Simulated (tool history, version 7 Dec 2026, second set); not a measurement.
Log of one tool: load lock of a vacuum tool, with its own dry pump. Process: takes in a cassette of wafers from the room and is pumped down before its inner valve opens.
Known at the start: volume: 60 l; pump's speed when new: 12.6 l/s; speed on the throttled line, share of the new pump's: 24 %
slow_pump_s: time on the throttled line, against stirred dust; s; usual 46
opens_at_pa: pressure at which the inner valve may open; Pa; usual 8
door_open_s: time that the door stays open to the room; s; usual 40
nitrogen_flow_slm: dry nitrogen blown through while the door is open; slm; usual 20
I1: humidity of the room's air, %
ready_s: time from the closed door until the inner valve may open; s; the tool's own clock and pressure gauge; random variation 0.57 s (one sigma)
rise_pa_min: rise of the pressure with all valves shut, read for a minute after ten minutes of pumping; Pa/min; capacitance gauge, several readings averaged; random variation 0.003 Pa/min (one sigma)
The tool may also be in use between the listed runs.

Run 1, hour 0.0: usual settings; I1 46.8. Result: ready_s 83.3 s, rise_pa_min 0.278 Pa/min.
Run 2, hour 152.0: usual settings; I1 44.5. Result: ready_s 83.6 s, rise_pa_min 0.289 Pa/min.
Run 3, hour 291.7: usual settings; I1 41.6. Result: ready_s 83.7 s, rise_pa_min 0.294 Pa/min.
Run 4, hour 370.3: usual settings but nitrogen_flow_slm 6 slm; I1 45.3. Result: ready_s 83.6 s, rise_pa_min 0.321 Pa/min.
Run 5, hour 436.8: usual settings but nitrogen_flow_slm 6 slm; I1 46.2. Result: ready_s 83.8 s, rise_pa_min 0.327 Pa/min.
Run 6, hour 556.8: usual settings but nitrogen_flow_slm 6 slm; I1 46.3. Result: ready_s 83.7 s, rise_pa_min 0.323 Pa/min.
Run 7, hour 662.9: usual settings but door_open_s 42 s; I1 45.4. Result: ready_s 83.9 s, rise_pa_min 0.322 Pa/min.
Run 8, hour 740.8: usual settings but door_open_s 42 s; I1 46.1. Result: ready_s 84.4 s, rise_pa_min 0.337 Pa/min.
Run 9, hour 889.2: usual settings but opens_at_pa 7 Pa; I1 46.7. Result: ready_s 84.4 s, rise_pa_min 0.326 Pa/min.
Run 10, hour 1005.5: usual settings but opens_at_pa 7 Pa; I1 45.8. Result: ready_s 85.0 s, rise_pa_min 0.333 Pa/min.
Run 11, hour 1078.1: usual settings but opens_at_pa 7 Pa; I1 43.3. Result: ready_s 85.3 s, rise_pa_min 0.345 Pa/min.
Run 12, hour 1198.7: usual settings but opens_at_pa 7 Pa; I1 38.0. Result: ready_s 84.0 s, rise_pa_min 0.342 Pa/min.
Run 13, hour 1279.1: usual settings; I1 45.5. Result: ready_s 84.6 s, rise_pa_min 0.354 Pa/min.
Run 14, hour 1363.1: usual settings; I1 41.2. Result: ready_s 84.6 s, rise_pa_min 0.362 Pa/min.
Run 15, hour 1462.3: usual settings; I1 47.5. Result: ready_s 84.6 s, rise_pa_min 0.365 Pa/min.
Run 16, hour 1593.6: usual settings; I1 42.9. Result: ready_s 85.1 s, rise_pa_min 0.370 Pa/min.
Run 17, hour 1747.0: usual settings; I1 44.9. Result: ready_s 85.5 s, rise_pa_min 0.386 Pa/min.
Run 18, hour 1841.2: usual settings; I1 44.5. Result: ready_s 84.3 s, rise_pa_min 0.380 Pa/min.
Run 19, hour 1934.0: usual settings; I1 43.1. Result: ready_s 84.2 s, rise_pa_min 0.391 Pa/min.
At hour 2002.2: door's seal changed, seat wiped.
Run 20, hour 2030.9: usual settings but slow_pump_s 31 s, opens_at_pa 10 Pa, door_open_s 130 s; I1 45.2. Result: ready_s 72.5 s, rise_pa_min 0.068 Pa/min.
Run 21, hour 2172.0: usual settings but slow_pump_s 31 s, opens_at_pa 10 Pa, door_open_s 130 s; I1 46.2. Result: ready_s 74.1 s, rise_pa_min 0.074 Pa/min.
Run 22, hour 2259.9: usual settings but slow_pump_s 33 s, nitrogen_flow_slm 9 slm; I1 42.4. Result: ready_s 75.8 s, rise_pa_min 0.044 Pa/min.
Run 23, hour 2378.8: usual settings but slow_pump_s 33 s, nitrogen_flow_slm 9 slm; I1 44.5. Result: ready_s 75.4 s, rise_pa_min 0.044 Pa/min.
Run 24, hour 2472.2: usual settings but opens_at_pa 14 Pa, door_open_s 134 s, nitrogen_flow_slm 16 slm; I1 45.5. Result: ready_s 82.7 s, rise_pa_min 0.082 Pa/min.
Run 25, hour 2545.2: usual settings but opens_at_pa 12 Pa; I1 44.8. Result: ready_s 83.9 s, rise_pa_min 0.035 Pa/min.
Run 26, hour 2691.9: usual settings but nitrogen_flow_slm 5 slm; I1 43.5. Result: ready_s 86.4 s, rise_pa_min 0.049 Pa/min.
Run 27, hour 2788.4: usual settings but slow_pump_s 38 s, door_open_s 53 s, nitrogen_flow_slm 17 slm; I1 43.3. Result: ready_s 80.6 s, rise_pa_min 0.051 Pa/min.
Run 28, hour 2892.2: usual settings but slow_pump_s 24 s, door_open_s 176 s; I1 48.6. Result: ready_s 69.4 s, rise_pa_min 0.103 Pa/min.
Run 29, hour 2971.2: usual settings but slow_pump_s 38 s, opens_at_pa 7 Pa, door_open_s 176 s, nitrogen_flow_slm 11 slm; I1 44.1. Result: ready_s 80.9 s, rise_pa_min 0.110 Pa/min.
Run 30, hour 3127.6: usual settings but slow_pump_s 38 s, opens_at_pa 7 Pa, door_open_s 176 s, nitrogen_flow_slm 11 slm; I1 42.9. Result: ready_s 81.2 s, rise_pa_min 0.119 Pa/min.
Run 31, hour 3197.1: usual settings but slow_pump_s 49 s, opens_at_pa 7 Pa, door_open_s 217 s, nitrogen_flow_slm 11 slm; I1 46.9. Result: ready_s 89.5 s, rise_pa_min 0.139 Pa/min.
Run 32, hour 3328.7: usual settings but slow_pump_s 25 s, opens_at_pa 14 Pa; I1 45.0. Result: ready_s 67.3 s, rise_pa_min 0.046 Pa/min.
Run 33, hour 3408.4: usual settings but slow_pump_s 25 s, opens_at_pa 14 Pa; I1 41.8. Result: ready_s 67.8 s, rise_pa_min 0.043 Pa/min.
Run 34, hour 3568.9: usual settings but slow_pump_s 72 s, opens_at_pa 14 Pa, nitrogen_flow_slm 4 slm; I1 48.4. Result: ready_s 104.0 s, rise_pa_min 0.067 Pa/min.
Run 35, hour 3729.7: usual settings but nitrogen_flow_slm 12 slm; I1 45.2. Result: ready_s 86.0 s, rise_pa_min 0.058 Pa/min.
Run 36, hour 3846.0: usual settings but opens_at_pa 9 Pa, nitrogen_flow_slm 4 slm; I1 44.2. Result: ready_s 86.7 s, rise_pa_min 0.070 Pa/min.

4 ways to go on from here, each from the tool as it stands after run 36. What would each give?
Run A, hour 3944.4: usual settings but slow_pump_s 25 s, opens_at_pa 9 Pa, door_open_s 183 s, nitrogen_flow_slm 29 slm; I1 43.6. Result: ready_s ?, rise_pa_min ?.
Run B, hour 3944.4: usual settings but opens_at_pa 12 Pa, door_open_s 129 s, nitrogen_flow_slm 9 slm; I1 45.6. Result: ready_s ?, rise_pa_min ?.
Run C, hour 3944.4: usual settings but slow_pump_s 41 s, opens_at_pa 6 Pa, nitrogen_flow_slm 30 slm; I1 46.8. Result: ready_s ?, rise_pa_min ?.
Run D, hour 3944.4: usual settings but door_open_s 111 s, nitrogen_flow_slm 4 slm; I1 49.1. Result: ready_s ?, rise_pa_min ?.

run  ready_s  rise_pa_min
  A     71.6        0.105
  B     83.7        0.118
  C     85.2        0.056
  D     87.3        0.135
Without the tool's hidden state the same runs would have given:
run  ready_s  rise_pa_min
  A     64.2        0.075
  B     77.5        0.088
  C     78.0        0.027
  D     80.6        0.105
